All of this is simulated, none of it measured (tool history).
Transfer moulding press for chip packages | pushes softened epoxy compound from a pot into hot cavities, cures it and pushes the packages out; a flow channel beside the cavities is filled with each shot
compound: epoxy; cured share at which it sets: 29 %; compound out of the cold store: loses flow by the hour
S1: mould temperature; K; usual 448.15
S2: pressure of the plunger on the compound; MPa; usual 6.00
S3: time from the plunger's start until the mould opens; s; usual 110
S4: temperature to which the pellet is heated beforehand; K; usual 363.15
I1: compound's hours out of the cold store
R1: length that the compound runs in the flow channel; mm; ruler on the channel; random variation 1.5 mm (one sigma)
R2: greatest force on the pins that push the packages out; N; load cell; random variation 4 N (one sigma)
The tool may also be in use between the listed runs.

run 1 day=0.000 | S1=448.15 S2=6.00 S3=110 S4=363.15 | I1=31.4 | R1=760 R2=384
-- day=0.283 cavities cleaned with cleaning compound and waxed
run 2 day=1.592 | S1=448.15 S2=6.00 S3=110 S4=363.15 | I1=38.0 | R1=728 R2=387
-- day=1.788 cavities cleaned with cleaning compound and waxed
run 3 day=2.729 | S1=448.15 S2=6.00 S3=110 S4=363.15 | I1=29.7 | R1=763 R2=371
-- day=3.358 cavities cleaned with cleaning compound and waxed
run 4 day=3.642 | S1=448.15 S2=6.00 S3=110 S4=363.15 | I1=40.2 | R1=713 R2=344
run 5 day=4.308 | S1=448.15 S2=6.00 S3=110 S4=363.15 | I1=47.6 | R1=681 R2=380
-- day=4.688 plunger's sealing rings changed
-- day=5.000 cavities cleaned with cleaning compound and waxed
run 6 day=6.033 | S1=448.15 S2=6.00 S3=110 S4=358.15 | I1=17.6 | R1=844 R2=387
-- day=6.529 cavities cleaned with cleaning compound and waxed
run 7 day=6.858 | S1=448.15 S2=6.00 S3=110 S4=358.15 | I1=16.7 | R1=849 R2=348
run 8 day=7.596 | S1=448.15 S2=6.00 S3=102 S4=358.15 | I1=32.6 | R1=769 R2=417
-- day=8.058 cavities cleaned with cleaning compound and waxed
run 9 day=8.888 | S1=443.15 S2=6.00 S3=102 S4=358.15 | I1=8.8 | R1=894 R2=612
-- day=9.546 cavities cleaned with cleaning compound and waxed
run 10 day=10.412 | S1=443.15 S2=6.00 S3=102 S4=358.15 | I1=45.7 | R1=713 R2=534
-- day=11.058 cavities cleaned with cleaning compound and waxed
run 11 day=11.500 | S1=448.15 S2=6.00 S3=110 S4=363.15 | I1=47.3 | R1=694 R2=338
run 12 day=12.321 | S1=448.15 S2=6.00 S3=110 S4=363.15 | I1=43.5 | R1=708 R2=374
-- day=12.583 cavities cleaned with cleaning compound and waxed
run 13 day=13.654 | S1=448.15 S2=6.00 S3=110 S4=363.15 | I1=34.5 | R1=745 R2=380
-- day=14.100 cavities cleaned with cleaning compound and waxed
run 14 day=14.362 | S1=448.15 S2=6.00 S3=138 S4=355.15 | I1=16.5 | R1=826 R2=303
-- day=15.629 cavities cleaned with cleaning compound and waxed
run 15 day=15.879 | S1=448.15 S2=6.00 S3=138 S4=355.15 | I1=34.7 | R1=740 R2=300
-- day=16.250 plunger's sealing rings changed
run 16 day=16.954 | S1=448.15 S2=6.00 S3=138 S4=355.15 | I1=18.4 | R1=845 R2=344
-- day=17.204 cavities cleaned with cleaning compound and waxed
-- day=17.725 mould's thermocouples calibrated
run 17 day=18.608 | S1=448.15 S2=6.00 S3=107 S4=366.15 | I1=12.3 | R1=870 R2=412
-- day=18.846 cavities cleaned with cleaning compound and waxed
run 18 day=20.008 | S1=456.15 S2=5.65 S3=107 S4=358.15 | I1=8.7 | R1=843 R2=343
-- day=20.408 cavities cleaned with cleaning compound and waxed
run 19 day=21.200 | S1=456.15 S2=6.00 S3=127 S4=363.15 | I1=33.9 | R1=744 R2=319
-- day=21.942 cavities cleaned with cleaning compound and waxed
run 20 day=22.583 | S1=448.15 S2=6.34 S3=110 S4=358.15 | I1=11.4 | R1=886 R2=376
-- day=23.496 cavities cleaned with cleaning compound and waxed
run 21 day=24.138 | S1=446.15 S2=6.34 S3=104 S4=358.15 | I1=43.6 | R1=731 R2=397
-- day=25.033 cavities cleaned with cleaning compound and waxed
run 22 day=25.104 | S1=446.15 S2=6.34 S3=104 S4=358.15 | I1=16.7 | R1=860 R2=402
run 23 day=26.358 | S1=446.15 S2=6.34 S3=104 S4=358.15 | I1=10.5 | R1=882 R2=481
-- day=26.638 cavities cleaned with cleaning compound and waxed
run 24 day=27.417 | S1=448.15 S2=6.10 S3=110 S4=363.15 | I1=20.0 | R1=813 R2=366
-- day=27.742 plunger's sealing rings changed
-- day=28.246 cavities cleaned with cleaning compound and waxed
run 25 day=28.712 | S1=443.15 S2=6.00 S3=110 S4=368.15 | I1=32.3 | R1=787 R2=420
-- day=29.792 cavities cleaned with cleaning compound and waxed
run 26 day=30.246 | S1=443.15 S2=6.00 S3=143 S4=356.15 | I1=40.7 | R1=744 R2=326

3 ways to go on from here, each from the tool as it stands after run 26. What would each give?
-- day=31.262 cavities cleaned with cleaning compound and waxed
run A day=31.746 | S1=446.15 S2=5.59 S3=143 S4=355.15 | I1=14.6 | R1=? R2=?
-- day=31.262 cavities cleaned with cleaning compound and waxed
run B day=31.746 | S1=456.15 S2=6.00 S3=149 S4=360.15 | I1=10.1 | R1=? R2=?
-- day=31.262 cavities cleaned with cleaning compound and waxed
run C day=31.746 | S1=449.15 S2=6.00 S3=110 S4=363.15 | I1=13.9 | R1=? R2=?

run=A R1=828 R2=310
run=B R1=861 R2=305
run=C R1=856 R2=341
Without the tool's hidden state the same runs would have given:
run=A R1=840 R2=280
run=B R1=873 R2=277
run=C R1=868 R2=306
